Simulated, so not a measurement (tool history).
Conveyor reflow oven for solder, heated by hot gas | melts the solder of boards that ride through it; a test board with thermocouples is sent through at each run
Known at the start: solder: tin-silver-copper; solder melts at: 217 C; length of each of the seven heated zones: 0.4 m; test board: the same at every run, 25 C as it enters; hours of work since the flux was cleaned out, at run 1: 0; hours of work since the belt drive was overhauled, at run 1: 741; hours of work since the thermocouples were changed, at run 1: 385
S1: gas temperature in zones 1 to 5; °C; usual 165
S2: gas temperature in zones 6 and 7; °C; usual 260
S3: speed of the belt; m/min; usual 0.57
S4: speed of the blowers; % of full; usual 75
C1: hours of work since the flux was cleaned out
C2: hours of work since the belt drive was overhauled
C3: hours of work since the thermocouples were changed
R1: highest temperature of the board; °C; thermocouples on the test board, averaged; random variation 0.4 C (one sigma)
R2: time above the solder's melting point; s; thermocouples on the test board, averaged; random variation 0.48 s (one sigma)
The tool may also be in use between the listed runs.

Run 1, day 0: usual settings; C1 0; C2 741; C3 385. Result: R1 249.9 °C, R2 60.4 s.
Run 2, day 2.396: usual settings; C1 38; C2 779; C3 423. Result: R1 249.4 °C, R2 60.4 s.
Run 3, day 4.375: usual settings; C1 70; C2 811; C3 455. Result: R1 250.1 °C, R2 60.5 s.
Run 4, day 6.338: usual settings; C1 101; C2 842; C3 486. Result: R1 249.4 °C, R2 60.6 s.
Run 5, day 7.608: usual settings but S4 60 % of full; C1 122; C2 863; C3 507. Result: R1 246.6 °C, R2 57.1 s.
Run 6, day 10.058: usual settings; C1 161; C2 902; C3 546. Result: R1 250.3 °C, R2 60.1 s.
Run 7, day 12.329: usual settings; C1 197; C2 938; C3 582. Result: R1 249.6 °C, R2 60.3 s.
Run 8, day 13.842: usual settings but S4 84 % of full; C1 221; C2 962; C3 606. Result: R1 250.5 °C, R2 62.1 s.
Run 9, day 15.471: usual settings but S4 84 % of full; C1 247; C2 988; C3 632. Result: R1 250.7 °C, R2 61.4 s.
Run 10, day 16.854: usual settings; C1 269; C2 1010; C3 654. Result: R1 249.5 °C, R2 60.1 s.
Run 11, day 18.154: usual settings; C1 290; C2 1031; C3 675. Result: R1 250.3 °C, R2 60.2 s.
Run 12, day 20.425: usual settings; C1 326; C2 1067; C3 711. Result: R1 249.3 °C, R2 60 s.
Run 13, day 21.454: usual settings but S2 264 °C, S3 0.633 m/min; C1 343; C2 1084; C3 728. Result: R1 250 °C, R2 53.9 s.
At day 23.125: flux residue cleaned out of gas plates and filters.
Run 14, day 23.842: usual settings but S2 264 °C, S3 0.633 m/min; C1 11; C2 1119; C3 763. Result: R1 248.3 °C, R2 51.7 s.
Run 15, day 25.738: usual settings but S2 265 °C, S3 0.61 m/min; C1 42; C2 1149; C3 793. Result: R1 250.8 °C, R2 55.4 s.
Run 16, day 27.8: usual settings but S1 167 °C, S2 258 °C, S3 0.507 m/min; C1 75; C2 1182; C3 826. Result: R1 249.8 °C, R2 70.4 s.
Run 17, day 30.262: usual settings but S2 251 °C, S4 63 % of full; C1 114; C2 1221; C3 865. Result: R1 238.4 °C, R2 46.9 s.

Forecast run 18:
Run 18, day 32.133: usual settings but S4 63 % of full; C1 144; C2 1251; C3 895. Result: R1 ?, R2 ?.

Run 18 gave R1 245.4 °C, R2 55.9 s.
Without the tool's hidden state the same run would have given R1 244.5 °C, R2 54.4 s.

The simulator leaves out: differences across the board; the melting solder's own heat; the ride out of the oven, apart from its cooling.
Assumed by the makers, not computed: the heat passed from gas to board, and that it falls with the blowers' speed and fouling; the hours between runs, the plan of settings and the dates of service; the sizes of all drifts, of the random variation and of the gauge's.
